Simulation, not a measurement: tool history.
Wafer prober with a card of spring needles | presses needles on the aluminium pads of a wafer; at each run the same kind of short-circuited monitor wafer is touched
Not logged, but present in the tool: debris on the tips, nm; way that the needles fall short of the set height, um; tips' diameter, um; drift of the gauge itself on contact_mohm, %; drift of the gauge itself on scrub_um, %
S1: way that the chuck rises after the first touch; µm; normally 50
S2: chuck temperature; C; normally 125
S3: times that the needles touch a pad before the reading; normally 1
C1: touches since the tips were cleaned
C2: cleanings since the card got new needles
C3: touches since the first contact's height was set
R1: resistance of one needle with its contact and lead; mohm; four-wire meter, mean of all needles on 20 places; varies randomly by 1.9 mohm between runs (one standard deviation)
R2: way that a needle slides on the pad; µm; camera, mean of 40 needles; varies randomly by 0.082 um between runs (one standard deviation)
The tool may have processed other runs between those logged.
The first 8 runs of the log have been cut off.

| run | hour | S1 | S2 | S3 | C1 | C2 | C3 | R1 | R2 |
|---|---|---|---|---|---|---|---|---|---|
|  | 127.7 | tips cleaned on abrasive film |
| 9 | 127.7 | 50 | 125 | 2 | 0 | 17 | 46789 | 202 | 13.46 |
|  | 138.2 | tips cleaned on abrasive film |
| 10 | 139.5 | 50 | 125 | 2 | 338 | 18 | 49899 | 210 | 13.49 |
|  | 149.2 | tips cleaned on abrasive film |
| 11 | 149.2 | 50 | 125 | 2 | 0 | 19 | 52454 | 205 | 13.37 |
|  | 159.4 | tips cleaned on abrasive film |
| 12 | 163.6 | 69 | 125 | 1 | 1121 | 20 | 56278 | 211 | 18.6 |
|  | 169.6 | tips cleaned on abrasive film |
| 13 | 175.1 | 50 | 125 | 3 | 1487 | 21 | 59326 | 215 | 13.37 |
|  | 181 | tips cleaned on abrasive film |
|  | 192 | tips cleaned on abrasive film |
| 14 | 194.8 | 50 | 125 | 3 | 760 | 23 | 64521 | 211 | 13.37 |
|  | 202.3 | tips cleaned on abrasive film |
| 15 | 204.4 | 50 | 125 | 3 | 567 | 24 | 67053 | 207 | 13.3 |
|  | 212 | tips cleaned on abrasive film |
| 16 | 213.8 | 50 | 125 | 3 | 462 | 25 | 69529 | 206 | 13.29 |
|  | 221.8 | tips cleaned on abrasive film |
|  | 223.2 | height of the first contact set anew |
| 17 | 231.6 | 65 | 59 | 1 | 2541 | 26 | 2245 | 219 | 18.01 |
|  | 232.6 | tips cleaned on abrasive film |
|  | 242.4 | tips cleaned on abrasive film |
| 18 | 246.3 | 36 | 125 | 2 | 1047 | 28 | 6111 | 246 | 9.86 |
|  | 252.5 | tips cleaned on abrasive film |
| 19 | 258.1 | 51 | 60 | 2 | 1506 | 29 | 9241 | 211 | 14.17 |
|  | 263.2 | tips cleaned on abrasive film |
|  | 273.3 | tips cleaned on abrasive film |
| 20 | 275.6 | 51 | 60 | 2 | 604 | 31 | 13842 | 197 | 14.03 |
|  | 283.1 | tips cleaned on abrasive film |
|  | 293.6 | tips cleaned on abrasive film |
| 21 | 294.7 | 51 | 60 | 2 | 283 | 33 | 18883 | 193 | 13.98 |
|  | 303.9 | tips cleaned on abrasive film |
| 22 | 304.6 | 51 | 60 | 2 | 200 | 34 | 21516 | 190 | 13.9 |
|  | 315.2 | tips cleaned on abrasive film |
| 23 | 323.7 | 38 | 92 | 1 | 2265 | 35 | 26565 | 297 | 10.25 |
|  | 325.2 | tips cleaned on abrasive film |
| 24 | 333.4 | 34 | 25 | 2 | 2202 | 36 | 29142 | 270 | 9.27 |
|  | 336.3 | tips cleaned on abrasive film |
| 25 | 343 | 34 | 25 | 2 | 1779 | 37 | 31676 | 258 | 9.21 |
|  | 347.9 | tips cleaned on abrasive film |
| 26 | 355.9 | 44 | 71 | 1 | 2116 | 38 | 35081 | 269 | 11.88 |
|  | 358.1 | tips cleaned on abrasive film |
| 27 | 366.4 | 68 | 71 | 3 | 2220 | 39 | 37859 | 196 | 18.55 |
|  | 369.5 | tips cleaned on abrasive film |
| 28 | 375.6 | 34 | 89 | 3 | 1635 | 40 | 40291 | 242 | 9.06 |
|  | 380.7 | tips cleaned on abrasive film |
|  | 390.7 | tips cleaned on abrasive film |
| 29 | 391.3 | 31 | 37 | 3 | 154 | 42 | 44417 | 200 | 8.29 |
|  | 401.6 | tips cleaned on abrasive film |
| 30 | 409.7 | 46 | 125 | 2 | 2152 | 43 | 49312 | 246 | 12.45 |
|  | 412.1 | tips cleaned on abrasive film |
|  | 422.6 | tips cleaned on abrasive film |
| 31 | 422.6 | 58 | 61 | 2 | 0 | 45 | 52710 | 186 | 15.57 |

What if the next run were any one of these 4? Each begins from the tool's condition after run 31:
|  | 433.6 | tips cleaned on abrasive film |
| A | 436.8 | 58 | 114 | 2 | 838 | 46 | 56452 | ? | ? |
|  | 433.6 | tips cleaned on abrasive film |
| B | 436.8 | 58 | 61 | 2 | 838 | 46 | 56452 | ? | ? |
|  | 433.6 | tips cleaned on abrasive film |
| C | 436.8 | 60 | 42 | 1 | 838 | 46 | 56452 | ? | ? |
|  | 433.6 | tips cleaned on abrasive film |
| D | 436.8 | 41 | 61 | 1 | 838 | 46 | 56452 | ? | ? |

| run | R1 | R2 |
|---|---|---|
| A | 209 | 15.67 |
| B | 204 | 15.64 |
| C | 208 | 16.24 |
| D | 241 | 11.01 |
The same runs, with their run-to-run variation unchanged, on a tool lacking any hidden condition would have given:
| run | R1 | R2 |
|---|---|---|
| A | 193 | 16.06 |
| B | 186 | 16.02 |
| C | 181 | 16.62 |
| D | 187 | 11.4 |

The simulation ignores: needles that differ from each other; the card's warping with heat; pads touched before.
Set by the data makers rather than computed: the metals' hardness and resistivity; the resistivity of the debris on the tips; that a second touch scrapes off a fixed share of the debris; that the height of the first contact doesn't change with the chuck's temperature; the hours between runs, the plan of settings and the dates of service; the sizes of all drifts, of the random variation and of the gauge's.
